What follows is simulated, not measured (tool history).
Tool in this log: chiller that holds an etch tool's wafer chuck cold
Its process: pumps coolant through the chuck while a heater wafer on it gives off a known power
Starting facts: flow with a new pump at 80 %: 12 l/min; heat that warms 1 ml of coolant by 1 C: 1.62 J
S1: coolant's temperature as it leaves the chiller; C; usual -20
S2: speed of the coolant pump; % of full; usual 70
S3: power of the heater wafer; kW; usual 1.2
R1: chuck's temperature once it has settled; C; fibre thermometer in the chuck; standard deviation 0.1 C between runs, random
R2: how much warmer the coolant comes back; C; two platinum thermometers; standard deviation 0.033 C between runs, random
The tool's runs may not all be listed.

{"run": 1, "hour": 0.0, "S1": -20, "S2": 70, "S3": 1.2, "R1": -8, "R2": 4.7}
{"run": 2, "hour": 53.1, "S1": -20, "S2": 70, "S3": 1.2, "R1": -8, "R2": 4.67}
{"run": 3, "hour": 103.4, "S1": -20, "S2": 70, "S3": 1.2, "R1": -7.8, "R2": 4.78}
{"run": 4, "hour": 171.5, "S1": -20, "S2": 70, "S3": 1.2, "R1": -7.8, "R2": 4.77}
{"run": 5, "hour": 224.7, "S1": -20, "S2": 70, "S3": 1.2, "R1": -7.8, "R2": 4.85}
{"run": 6, "hour": 287.9, "S1": -20, "S2": 70, "S3": 1.2, "R1": -7.9, "R2": 4.77}
{"run": 7, "hour": 332.8, "S1": -20, "S2": 70, "S3": 1.2, "R1": -7.7, "R2": 4.81}
{"run": 8, "hour": 398.8, "S1": -20, "S2": 70, "S3": 1.2, "R1": -7.7, "R2": 4.81}
{"run": 9, "hour": 439.7, "S1": -20, "S2": 70, "S3": 0.708, "R1": -13.1, "R2": 2.8}
{"run": 10, "hour": 493.6, "S1": -30, "S2": 70, "S3": 1.2, "R1": -17.8, "R2": 4.82}
{"run": 11, "hour": 547.9, "S1": -12, "S2": 70, "S3": 0.857, "R1": -3.5, "R2": 3.45}
{"run": 12, "hour": 592.3, "S1": -15, "S2": 67, "S3": 0.882, "R1": -5.8, "R2": 3.73}
{"run": 13, "hour": 625.7, "S1": -17, "S2": 84, "S3": 1.086, "R1": -7.5, "R2": 3.64}
{"run": 14, "hour": 689.6, "S1": -22, "S2": 97, "S3": 1.153, "R1": -13.3, "R2": 3.18}
{"run": 15, "hour": 736.1, "S1": -22, "S2": 97, "S3": 0.621, "R1": -17.7, "R2": 1.71}
{"run": 16, "hour": 805.8, "S1": -29, "S2": 86, "S3": 1.703, "R1": -14.2, "R2": 5.42}
{"run": 17, "hour": 839.0, "S1": -19, "S2": 70, "S3": 1.096, "R1": -7.8, "R2": 4.49}
{"run": 18, "hour": 910.7, "S1": -17, "S2": 62, "S3": 0.758, "R1": -8.6, "R2": 3.56}

4 options for the next run, each taken on its own from the tool as it stands now. Forecast them:
{"hour": 960.5, "done": "coolant changed, channels flushed"}
{"run": "A", "hour": 960.8, "S1": -20, "S2": 83, "S3": 0.676, "R1": "?", "R2": "?"}
{"hour": 960.5, "done": "coolant changed, channels flushed"}
{"run": "B", "hour": 960.8, "S1": -11, "S2": 87, "S3": 1.2, "R1": "?", "R2": "?"}
{"hour": 960.5, "done": "coolant changed, channels flushed"}
{"run": "C", "hour": 960.8, "S1": -16, "S2": 81, "S3": 0.84, "R1": "?", "R2": "?"}
{"hour": 960.5, "done": "coolant changed, channels flushed"}
{"run": "D", "hour": 960.8, "S1": -25, "S2": 73, "S3": 1.364, "R1": "?", "R2": "?"}

run=A R1=-15.1 R2=2.22
run=B R1=-2.2 R2=3.83
run=C R1=-9.5 R2=2.91
run=D R1=-13 R2=5.32
The same runs, with their run-to-run variation unchanged, on a tool lacking any hidden condition would have given:
run=A R1=-14.7 R2=1.94
run=B R1=-2.2 R2=3.36
run=C R1=-9.2 R2=2.55
run=D R1=-13.3 R2=4.67

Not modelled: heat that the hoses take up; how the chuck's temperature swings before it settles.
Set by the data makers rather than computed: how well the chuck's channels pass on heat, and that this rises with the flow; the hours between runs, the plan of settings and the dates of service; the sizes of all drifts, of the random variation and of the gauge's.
